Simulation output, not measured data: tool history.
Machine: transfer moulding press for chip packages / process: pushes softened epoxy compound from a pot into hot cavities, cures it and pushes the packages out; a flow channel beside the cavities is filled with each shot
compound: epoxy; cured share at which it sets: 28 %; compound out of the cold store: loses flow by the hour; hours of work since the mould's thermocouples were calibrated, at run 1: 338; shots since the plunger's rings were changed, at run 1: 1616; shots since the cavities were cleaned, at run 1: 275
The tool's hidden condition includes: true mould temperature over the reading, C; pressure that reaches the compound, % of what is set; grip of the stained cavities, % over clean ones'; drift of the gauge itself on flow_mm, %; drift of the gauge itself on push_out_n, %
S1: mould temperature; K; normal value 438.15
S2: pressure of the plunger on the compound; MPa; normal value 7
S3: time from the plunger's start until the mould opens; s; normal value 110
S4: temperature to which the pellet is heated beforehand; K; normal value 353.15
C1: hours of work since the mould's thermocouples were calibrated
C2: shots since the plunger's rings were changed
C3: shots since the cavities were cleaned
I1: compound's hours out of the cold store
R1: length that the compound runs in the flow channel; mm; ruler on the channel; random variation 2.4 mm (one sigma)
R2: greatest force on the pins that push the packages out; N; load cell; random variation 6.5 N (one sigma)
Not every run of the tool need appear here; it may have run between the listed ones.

{"run": 1, "hour": 0.0, "S1": 438.15, "S2": 7, "S3": 110, "S4": 353.15, "C1": 338, "C2": 1616, "C3": 275, "I1": 14.2, "R1": 634, "R2": 430}
{"hour": 13.5, "done": "cavities cleaned with cleaning compound and waxed"}
{"run": 2, "hour": 14.2, "S1": 438.15, "S2": 7, "S3": 128, "S4": 353.15, "C1": 348, "C2": 1773, "C3": 9, "I1": 18.7, "R1": 618, "R2": 282}
{"run": 3, "hour": 23.9, "S1": 438.15, "S2": 7, "S3": 110, "S4": 353.15, "C1": 355, "C2": 1892, "C3": 128, "I1": 33.8, "R1": 572, "R2": 357}
{"run": 4, "hour": 39.6, "S1": 438.15, "S2": 5.24, "S3": 110, "S4": 353.15, "C1": 367, "C2": 2086, "C3": 322, "I1": 35.7, "R1": 487, "R2": 402}
{"hour": 49.6, "done": "cavities cleaned with cleaning compound and waxed"}
{"run": 5, "hour": 57.6, "S1": 438.15, "S2": 7.52, "S3": 110, "S4": 353.15, "C1": 380, "C2": 2289, "C3": 99, "I1": 20.2, "R1": 633, "R2": 359}
{"run": 6, "hour": 73.6, "S1": 438.15, "S2": 7.52, "S3": 110, "S4": 353.15, "C1": 393, "C2": 2486, "C3": 296, "I1": 18.4, "R1": 630, "R2": 411}
{"hour": 85.6, "done": "cavities cleaned with cleaning compound and waxed"}
{"run": 7, "hour": 89.7, "S1": 438.15, "S2": 7.22, "S3": 110, "S4": 353.15, "C1": 404, "C2": 2666, "C3": 51, "I1": 11.4, "R1": 642, "R2": 352}
{"run": 8, "hour": 108.7, "S1": 438.15, "S2": 7.22, "S3": 110, "S4": 353.15, "C1": 419, "C2": 2899, "C3": 284, "I1": 32.8, "R1": 580, "R2": 399}
{"hour": 112.1, "done": "mould's thermocouples calibrated"}
{"hour": 123.7, "done": "cavities cleaned with cleaning compound and waxed"}
{"run": 9, "hour": 124.1, "S1": 438.15, "S2": 7.22, "S3": 110, "S4": 353.15, "C1": 8, "C2": 3047, "C3": 5, "I1": 39.9, "R1": 560, "R2": 329}
{"run": 10, "hour": 140.8, "S1": 438.15, "S2": 7.22, "S3": 110, "S4": 353.15, "C1": 21, "C2": 3252, "C3": 210, "I1": 11.6, "R1": 636, "R2": 414}
{"run": 11, "hour": 151.0, "S1": 438.15, "S2": 7.22, "S3": 110, "S4": 353.15, "C1": 29, "C2": 3377, "C3": 335, "I1": 10.1, "R1": 642, "R2": 426}
{"hour": 160.1, "done": "cavities cleaned with cleaning compound and waxed"}
{"run": 12, "hour": 164.0, "S1": 438.15, "S2": 7, "S3": 103, "S4": 353.15, "C1": 38, "C2": 3520, "C3": 48, "I1": 25.2, "R1": 578, "R2": 376}
{"hour": 179.2, "done": "mould's thermocouples calibrated, once more"}
{"run": 13, "hour": 181.9, "S1": 437.15, "S2": 5.91, "S3": 113, "S4": 353.15, "C1": 2, "C2": 3715, "C3": 243, "I1": 18.4, "R1": 549, "R2": 392}
{"run": 14, "hour": 190.2, "S1": 441.15, "S2": 7.82, "S3": 113, "S4": 353.15, "C1": 9, "C2": 3817, "C3": 345, "I1": 11.3, "R1": 645, "R2": 363}
{"hour": 198.1, "done": "cavities cleaned with cleaning compound and waxed"}
{"run": 15, "hour": 202.9, "S1": 438.15, "S2": 6.13, "S3": 110, "S4": 344.15, "C1": 17, "C2": 3955, "C3": 59, "I1": 14.4, "R1": 567, "R2": 342}
{"run": 16, "hour": 214.6, "S1": 438.15, "S2": 6.13, "S3": 110, "S4": 348.15, "C1": 26, "C2": 4099, "C3": 203, "I1": 27.5, "R1": 529, "R2": 376}
{"run": 17, "hour": 227.3, "S1": 443.15, "S2": 7.91, "S3": 110, "S4": 353.15, "C1": 36, "C2": 4256, "C3": 360, "I1": 22.7, "R1": 601, "R2": 353}

Expected results for the next run?
{"hour": 234.1, "done": "cavities cleaned with cleaning compound and waxed"}
{"run": 18, "hour": 244.1, "S1": 432.15, "S2": 6.02, "S3": 90, "S4": 357.15, "C1": 48, "C2": 4444, "C3": 122, "I1": 39.7, "R1": "?", "R2": "?"}

R1: 507 mm
R2: 736 N
Had the tool carried no hidden state, the very same run would have given R1 544 mm, R2 634 N.
